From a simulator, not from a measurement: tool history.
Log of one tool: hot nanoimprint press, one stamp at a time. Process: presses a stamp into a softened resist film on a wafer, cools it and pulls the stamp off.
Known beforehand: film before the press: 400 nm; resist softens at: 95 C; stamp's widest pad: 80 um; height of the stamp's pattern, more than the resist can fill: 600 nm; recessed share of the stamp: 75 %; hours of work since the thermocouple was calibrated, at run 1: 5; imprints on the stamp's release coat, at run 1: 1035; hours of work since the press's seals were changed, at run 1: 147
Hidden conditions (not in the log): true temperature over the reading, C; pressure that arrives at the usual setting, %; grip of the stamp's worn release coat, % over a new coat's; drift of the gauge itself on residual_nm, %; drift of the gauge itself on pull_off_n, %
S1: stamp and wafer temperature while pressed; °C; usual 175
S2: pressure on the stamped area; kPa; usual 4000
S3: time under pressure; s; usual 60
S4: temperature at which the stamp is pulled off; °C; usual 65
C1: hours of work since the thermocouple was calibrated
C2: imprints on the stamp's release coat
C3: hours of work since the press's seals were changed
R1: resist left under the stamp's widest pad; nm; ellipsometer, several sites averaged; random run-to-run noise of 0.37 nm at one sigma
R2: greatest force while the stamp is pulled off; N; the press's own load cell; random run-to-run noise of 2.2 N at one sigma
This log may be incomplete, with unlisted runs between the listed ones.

run,hour,S1,S2,S3,S4,C1,C2,C3,R1,R2
1,0.0,175,4000,60,65,5,1035,147,183.4,150
2,24.2,175,4000,60,65,17,1082,158,184.4,144
3,51.4,175,4000,60,65,29,1136,171,183.6,153
4,80.5,175,4000,60,65,43,1193,184,183.6,154
5,95.5,175,4000,60,65,50,1222,191,184.3,154
6,110.5,175,4000,60,65,57,1252,198,184.4,152
7,123.3,175,4000,60,65,63,1277,204,184.5,157
8,144.2,175,4000,60,65,73,1318,214,184.9,159
9,163.3,175,4000,60,65,82,1355,223,185.2,160
10,176.8,175,4000,60,65,88,1382,229,185.3,165
11,197.9,165,4000,60,65,98,1423,239,241.6,162
12,216.1,165,4000,60,65,106,1459,248,241.6,166
13,230.9,165,4000,60,65,113,1488,255,241.8,166
14,256.2,165,4000,60,65,125,1537,266,241.7,163
15,270.0,165,4000,60,65,131,1564,273,241.9,168
# hour 284.1: stamp cleaned and given a new release coat
16,297.0,165,4000,60,65,141,26,283,242.4,118
17,318.8,183,5050,49,65,151,68,293,148.7,117
18,339.8,175,4000,74,65,161,110,303,171.9,119
19,358.2,182,5250,31,65,170,146,311,182.1,119
20,371.5,175,5130,60,69,176,172,317,169.3,119
21,401.5,169,4000,45,52,190,230,331,241.6,139
22,417.6,173,2700,45,72,197,262,339,248.6,120
23,447.6,173,2700,45,62,211,321,353,249.5,133

Estimate the outcome of run 24 from the log above:
24,462.8,173,2700,45,62,218,351,360,?,?

{"run 24": {"R1": 249.2, "R2": 130}}
The same run, on a tool lacking any hidden state, would have yielded R1 244.5 nm, R2 118 N.
